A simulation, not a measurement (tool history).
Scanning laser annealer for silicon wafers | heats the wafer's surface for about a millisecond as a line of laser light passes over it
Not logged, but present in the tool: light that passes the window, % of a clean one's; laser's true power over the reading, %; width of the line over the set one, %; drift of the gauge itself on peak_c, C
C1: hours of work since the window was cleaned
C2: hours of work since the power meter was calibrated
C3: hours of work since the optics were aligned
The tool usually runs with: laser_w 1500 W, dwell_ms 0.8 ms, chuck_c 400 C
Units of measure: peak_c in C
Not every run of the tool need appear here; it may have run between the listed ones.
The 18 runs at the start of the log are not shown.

{"run": 19, "hour": 812.2, "laser_w": 1500, "dwell_ms": 0.8, "chuck_c": 411, "C1": 175, "C2": 1489, "C3": 1037, "peak_c": 1103}
{"run": 20, "hour": 856.0, "laser_w": 1500, "dwell_ms": 0.8, "chuck_c": 400, "C1": 196, "C2": 1510, "C3": 1058, "peak_c": 1092}
{"run": 21, "hour": 906.9, "laser_w": 1467, "dwell_ms": 0.8, "chuck_c": 368, "C1": 221, "C2": 1535, "C3": 1083, "peak_c": 1038}
{"run": 22, "hour": 956.5, "laser_w": 1500, "dwell_ms": 0.8, "chuck_c": 398, "C1": 246, "C2": 1560, "C3": 1108, "peak_c": 1088}
{"run": 23, "hour": 987.3, "laser_w": 1500, "dwell_ms": 0.704, "chuck_c": 398, "C1": 261, "C2": 1575, "C3": 1123, "peak_c": 1039}
{"run": 24, "hour": 1051.0, "laser_w": 1532, "dwell_ms": 0.898, "chuck_c": 399, "C1": 292, "C2": 1606, "C3": 1154, "peak_c": 1141}
{"run": 25, "hour": 1099.4, "laser_w": 1569, "dwell_ms": 0.764, "chuck_c": 383, "C1": 316, "C2": 1630, "C3": 1178, "peak_c": 1089}
{"run": 26, "hour": 1135.1, "laser_w": 1569, "dwell_ms": 0.764, "chuck_c": 383, "C1": 333, "C2": 1648, "C3": 1196, "peak_c": 1082}
{"run": 27, "hour": 1176.3, "laser_w": 1620, "dwell_ms": 0.95, "chuck_c": 398, "C1": 354, "C2": 1668, "C3": 1216, "peak_c": 1210}
{"hour": 1200.9, "done": "window over the wafer cleaned"}
{"run": 28, "hour": 1229.3, "laser_w": 1367, "dwell_ms": 0.805, "chuck_c": 392, "C1": 14, "C2": 1693, "C3": 1241, "peak_c": 1022}
{"hour": 1275.9, "done": "optics aligned, line set to its width"}
{"run": 29, "hour": 1296.3, "laser_w": 1327, "dwell_ms": 0.694, "chuck_c": 427, "C1": 44, "C2": 1723, "C3": 10, "peak_c": 1006}
{"run": 30, "hour": 1352.0, "laser_w": 1327, "dwell_ms": 0.694, "chuck_c": 427, "C1": 72, "C2": 1751, "C3": 37, "peak_c": 1010}
{"run": 31, "hour": 1385.3, "laser_w": 1329, "dwell_ms": 0.692, "chuck_c": 413, "C1": 88, "C2": 1767, "C3": 54, "peak_c": 991}
{"run": 32, "hour": 1452.8, "laser_w": 1515, "dwell_ms": 0.8, "chuck_c": 431, "C1": 121, "C2": 1800, "C3": 87, "peak_c": 1152}
{"run": 33, "hour": 1503.4, "laser_w": 1500, "dwell_ms": 0.8, "chuck_c": 426, "C1": 146, "C2": 1825, "C3": 112, "peak_c": 1141}
{"run": 34, "hour": 1550.6, "laser_w": 1500, "dwell_ms": 0.746, "chuck_c": 435, "C1": 169, "C2": 1848, "C3": 135, "peak_c": 1121}
{"run": 35, "hour": 1588.3, "laser_w": 1445, "dwell_ms": 0.8, "chuck_c": 364, "C1": 188, "C2": 1867, "C3": 154, "peak_c": 1043}
{"run": 36, "hour": 1619.6, "laser_w": 1500, "dwell_ms": 0.881, "chuck_c": 395, "C1": 203, "C2": 1882, "C3": 169, "peak_c": 1141}
{"run": 37, "hour": 1653.7, "laser_w": 1413, "dwell_ms": 0.8, "chuck_c": 400, "C1": 220, "C2": 1899, "C3": 186, "peak_c": 1057}
{"run": 38, "hour": 1718.0, "laser_w": 1366, "dwell_ms": 0.619, "chuck_c": 405, "C1": 252, "C2": 1931, "C3": 217, "peak_c": 961}
{"run": 39, "hour": 1766.8, "laser_w": 1513, "dwell_ms": 0.741, "chuck_c": 400, "C1": 276, "C2": 1955, "C3": 241, "peak_c": 1085}
{"run": 40, "hour": 1800.3, "laser_w": 1513, "dwell_ms": 0.741, "chuck_c": 400, "C1": 292, "C2": 1971, "C3": 258, "peak_c": 1080}

3 options for the next run, each taken on its own from the tool as it stands now. Forecast them:
{"run": "A", "hour": 1835.4, "laser_w": 1594, "dwell_ms": 0.741, "chuck_c": 369, "C1": 309, "C2": 1988, "C3": 275, "peak_c": "?"}
{"run": "B", "hour": 1835.4, "laser_w": 1500, "dwell_ms": 0.8, "chuck_c": 392, "C1": 309, "C2": 1988, "C3": 275, "peak_c": "?"}
{"run": "C", "hour": 1835.4, "laser_w": 1589, "dwell_ms": 0.894, "chuck_c": 363, "C1": 309, "C2": 1988, "C3": 275, "peak_c": "?"}

run=A peak_c=1093
run=B peak_c=1095
run=C peak_c=1159
Stripped of hidden state, with their random variation kept, the same runs would have yielded:
run=A peak_c=1109
run=B peak_c=1111
run=C peak_c=1177
